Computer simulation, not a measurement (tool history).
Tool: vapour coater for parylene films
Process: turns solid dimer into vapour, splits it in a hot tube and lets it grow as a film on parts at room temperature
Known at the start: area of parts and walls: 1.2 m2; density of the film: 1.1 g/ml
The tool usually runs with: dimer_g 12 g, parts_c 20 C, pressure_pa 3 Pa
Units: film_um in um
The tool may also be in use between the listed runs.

run 1 hour=0 | dimer_g=12 parts_c=20 pressure_pa=3 | film_um=4.3
run 2 hour=11.6 | dimer_g=12 parts_c=20 pressure_pa=3 | film_um=4.3
run 3 hour=28.8 | dimer_g=12 parts_c=20 pressure_pa=3 | film_um=4.29
run 4 hour=39.5 | dimer_g=12 parts_c=20 pressure_pa=3 | film_um=4.26
run 5 hour=54.9 | dimer_g=12 parts_c=19 pressure_pa=3 | film_um=4.37
run 6 hour=66.7 | dimer_g=12 parts_c=19 pressure_pa=3 | film_um=4.4
run 7 hour=79.2 | dimer_g=12 parts_c=20 pressure_pa=3 | film_um=4.18
run 8 hour=88.4 | dimer_g=12 parts_c=17 pressure_pa=3 | film_um=4.8
run 9 hour=97.1 | dimer_g=12 parts_c=17 pressure_pa=3 | film_um=4.8
run 10 hour=114.3 | dimer_g=12 parts_c=17 pressure_pa=3 | film_um=4.73
run 11 hour=126.4 | dimer_g=12 parts_c=20 pressure_pa=3 | film_um=4.1
run 12 hour=144.3 | dimer_g=12 parts_c=20 pressure_pa=3 | film_um=4.08
run 13 hour=161.2 | dimer_g=12 parts_c=20 pressure_pa=3 | film_um=4.05
run 14 hour=179.5 | dimer_g=12 parts_c=20 pressure_pa=3 | film_um=4.12
run 15 hour=187 | dimer_g=12 parts_c=20 pressure_pa=3 | film_um=4.03
run 16 hour=196.2 | dimer_g=12 parts_c=20 pressure_pa=3 | film_um=4.05
run 17 hour=212.3 | dimer_g=12 parts_c=20 pressure_pa=3 | film_um=4.03
run 18 hour=221.1 | dimer_g=12 parts_c=20 pressure_pa=3 | film_um=4.03
run 19 hour=236.1 | dimer_g=12 parts_c=20 pressure_pa=3 | film_um=4.04
run 20 hour=245.1 | dimer_g=12 parts_c=20 pressure_pa=9.8 | film_um=3.43
run 21 hour=255.8 | dimer_g=12 parts_c=20 pressure_pa=9.8 | film_um=3.43
run 22 hour=270.8 | dimer_g=12 parts_c=20 pressure_pa=9.8 | film_um=3.39
-- hour=282.2 trap's valve overhauled
run 23 hour=293.2 | dimer_g=12 parts_c=20 pressure_pa=9.8 | film_um=3.95
run 24 hour=310.6 | dimer_g=7 parts_c=13 pressure_pa=3 | film_um=3.71
run 25 hour=322.2 | dimer_g=7 parts_c=13 pressure_pa=3 | film_um=3.73
run 26 hour=332.8 | dimer_g=7 parts_c=18 pressure_pa=3 | film_um=2.96
run 27 hour=342.4 | dimer_g=6 parts_c=18 pressure_pa=6.87 | film_um=2.26
run 28 hour=356 | dimer_g=11 parts_c=18 pressure_pa=6.25 | film_um=4.2
run 29 hour=367.5 | dimer_g=11 parts_c=18 pressure_pa=6.25 | film_um=4.12
run 30 hour=378.1 | dimer_g=11 parts_c=18 pressure_pa=6.25 | film_um=4.1
run 31 hour=387.9 | dimer_g=12 parts_c=20 pressure_pa=3.56 | film_um=4.41
run 32 hour=403.1 | dimer_g=12 parts_c=20 pressure_pa=8.16 | film_um=3.93
run 33 hour=412.9 | dimer_g=18 parts_c=20 pressure_pa=3 | film_um=6.7
run 34 hour=430.3 | dimer_g=12 parts_c=20 pressure_pa=9.5 | film_um=3.79
run 35 hour=438.6 | dimer_g=12 parts_c=20 pressure_pa=9.5 | film_um=3.85
run 36 hour=447.3 | dimer_g=12 parts_c=20 pressure_pa=9.5 | film_um=3.8
run 37 hour=459.2 | dimer_g=12 parts_c=20 pressure_pa=9.5 | film_um=3.83
run 38 hour=468.5 | dimer_g=12 parts_c=20 pressure_pa=3.86 | film_um=4.31
run 39 hour=483.4 | dimer_g=6 parts_c=28 pressure_pa=3 | film_um=1.5
run 40 hour=493.6 | dimer_g=9 parts_c=14 pressure_pa=7.58 | film_um=3.83
run 41 hour=506.1 | dimer_g=15 parts_c=20 pressure_pa=3 | film_um=5.45
run 42 hour=519.4 | dimer_g=6 parts_c=20 pressure_pa=6.9 | film_um=1.96
run 43 hour=537.4 | dimer_g=12 parts_c=21 pressure_pa=3 | film_um=4.15
run 44 hour=545.5 | dimer_g=13 parts_c=21 pressure_pa=11.69 | film_um=3.73
run 45 hour=553 | dimer_g=17 parts_c=15 pressure_pa=3 | film_um=7.68

Run by run, hidden condition taken away, random variation retained:
The tool's hidden condition here consists of: vapour lost through the trap's worn valve, %; true temperature of the parts over the reading, C; drift of the gauge itself on film_um, %.
run=1 film_um=4.6
run=2 film_um=4.61
run=3 film_um=4.63
run=4 film_um=4.61
run=5 film_um=4.76
run=6 film_um=4.8
run=7 film_um=4.58
run=8 film_um=5.28
run=9 film_um=5.28
run=10 film_um=5.24
run=11 film_um=4.55
run=12 film_um=4.56
run=13 film_um=4.55
run=14 film_um=4.64
run=15 film_um=4.56
run=16 film_um=4.59
run=17 film_um=4.59
run=18 film_um=4.6
run=19 film_um=4.63
run=20 film_um=3.94
run=21 film_um=3.96
run=22 film_um=3.92
run=23 film_um=3.93
run=24 film_um=3.71
run=25 film_um=3.73
run=26 film_um=2.97
run=27 film_um=2.27
run=28 film_um=4.25
run=29 film_um=4.18
run=30 film_um=4.17
run=31 film_um=4.49
run=32 film_um=4.02
run=33 film_um=6.88
run=34 film_um=3.91
run=35 film_um=3.98
run=36 film_um=3.93
run=37 film_um=3.98
run=38 film_um=4.49
run=39 film_um=1.57
run=40 film_um=4.02
run=41 film_um=5.74
run=42 film_um=2.07
run=43 film_um=4.41
run=44 film_um=3.97
run=45 film_um=8.19
